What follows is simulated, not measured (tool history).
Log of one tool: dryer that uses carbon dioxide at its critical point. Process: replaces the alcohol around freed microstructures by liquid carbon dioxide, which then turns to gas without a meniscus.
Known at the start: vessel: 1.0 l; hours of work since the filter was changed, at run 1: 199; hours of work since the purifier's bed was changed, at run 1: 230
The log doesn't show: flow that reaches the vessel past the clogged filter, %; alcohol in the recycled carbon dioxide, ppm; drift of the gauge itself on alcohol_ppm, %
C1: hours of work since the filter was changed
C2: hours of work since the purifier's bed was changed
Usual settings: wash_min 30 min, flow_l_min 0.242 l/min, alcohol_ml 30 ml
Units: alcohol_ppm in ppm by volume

Run 1, hour 0.0: usual settings; C1 199; C2 230. Result: alcohol_ppm 108 ppm by volume.
Run 2, hour 5.6: usual settings; C1 202; C2 234. Result: alcohol_ppm 101 ppm by volume.
Run 3, hour 14.2: usual settings; C1 208; C2 240. Result: alcohol_ppm 103 ppm by volume.
Run 4, hour 23.8: usual settings; C1 214; C2 246. Result: alcohol_ppm 112 ppm by volume.
Run 5, hour 30.1: usual settings; C1 218; C2 250. Result: alcohol_ppm 105 ppm by volume.
Run 6, hour 34.1: usual settings; C1 221; C2 253. Result: alcohol_ppm 115 ppm by volume.
Run 7, hour 42.3: usual settings; C1 226; C2 258. Result: alcohol_ppm 102 ppm by volume.
Run 8, hour 49.1: usual settings; C1 231; C2 262. Result: alcohol_ppm 112 ppm by volume.
Run 9, hour 56.7: usual settings; C1 236; C2 267. Result: alcohol_ppm 101 ppm by volume.
Run 10, hour 64.1: usual settings but alcohol_ml 91 ml; C1 241; C2 272. Result: alcohol_ppm 260 ppm by volume.
Run 11, hour 71.2: usual settings but wash_min 37 min, alcohol_ml 91 ml; C1 245; C2 277. Result: alcohol_ppm 103 ppm by volume.
Run 12, hour 78.4: usual settings; C1 250; C2 282. Result: alcohol_ppm 107 ppm by volume.
Run 13, hour 86.6: usual settings; C1 255; C2 287. Result: alcohol_ppm 121 ppm by volume.
Run 14, hour 96.0: usual settings but alcohol_ml 120 ml; C1 261; C2 293. Result: alcohol_ppm 317 ppm by volume.
Run 15, hour 102.6: usual settings; C1 266; C2 297. Result: alcohol_ppm 114 ppm by volume.
Run 16, hour 107.3: usual settings; C1 269; C2 300. Result: alcohol_ppm 116 ppm by volume.
Run 17, hour 112.8: usual settings; C1 272; C2 304. Result: alcohol_ppm 114 ppm by volume.
Run 18, hour 118.4: usual settings; C1 276; C2 308. Result: alcohol_ppm 126 ppm by volume.
Run 19, hour 123.5: usual settings; C1 279; C2 311. Result: alcohol_ppm 128 ppm by volume.
Run 20, hour 131.1: usual settings but flow_l_min 0.165 l/min; C1 284; C2 316. Result: alcohol_ppm 500 ppm by volume.
Run 21, hour 139.6: usual settings but flow_l_min 0.165 l/min; C1 290; C2 322. Result: alcohol_ppm 512 ppm by volume.
Run 22, hour 145.6: usual settings; C1 294; C2 325. Result: alcohol_ppm 119 ppm by volume.
Run 23, hour 151.8: usual settings; C1 298; C2 330. Result: alcohol_ppm 122 ppm by volume.
Run 24, hour 157.3: usual settings; C1 301; C2 333. Result: alcohol_ppm 130 ppm by volume.
Run 25, hour 164.8: usual settings but wash_min 23 min, flow_l_min 0.160 l/min; C1 306; C2 338. Result: alcohol_ppm 1386 ppm by volume.
Run 26, hour 170.9: usual settings but wash_min 23 min, flow_l_min 0.160 l/min; C1 310; C2 342. Result: alcohol_ppm 1388 ppm by volume.
Run 27, hour 180.3: usual settings but wash_min 46 min, flow_l_min 0.317 l/min; C1 316; C2 348. Result: alcohol_ppm 68 ppm by volume.
Run 28, hour 184.3: usual settings but wash_min 46 min, flow_l_min 0.317 l/min; C1 319; C2 351. Result: alcohol_ppm 51 ppm by volume.
Run 29, hour 192.0: usual settings but wash_min 46 min, flow_l_min 0.317 l/min; C1 324; C2 356. Result: alcohol_ppm 51 ppm by volume.
Run 30, hour 198.2: usual settings but wash_min 46 min, flow_l_min 0.317 l/min; C1 328; C2 360. Result: alcohol_ppm 62 ppm by volume.
Run 31, hour 205.1: usual settings but wash_min 24 min, flow_l_min 0.235 l/min, alcohol_ml 27 ml; C1 333; C2 364. Result: alcohol_ppm 304 ppm by volume.
Run 32, hour 213.9: usual settings but wash_min 24 min, flow_l_min 0.235 l/min, alcohol_ml 27 ml; C1 338; C2 370. Result: alcohol_ppm 300 ppm by volume.
Run 33, hour 219.7: usual settings but wash_min 24 min, flow_l_min 0.235 l/min, alcohol_ml 27 ml; C1 342; C2 374. Result: alcohol_ppm 301 ppm by volume.

The next listed run, before its measurement:
Run 34, hour 229.1: usual settings but wash_min 23 min, alcohol_ml 106 ml; C1 348; C2 380. Result: alcohol_ppm ?.

{"run 34": {"alcohol_ppm": 1112}}
Without the tool's hidden state the same run would have given alcohol_ppm 854 ppm by volume.
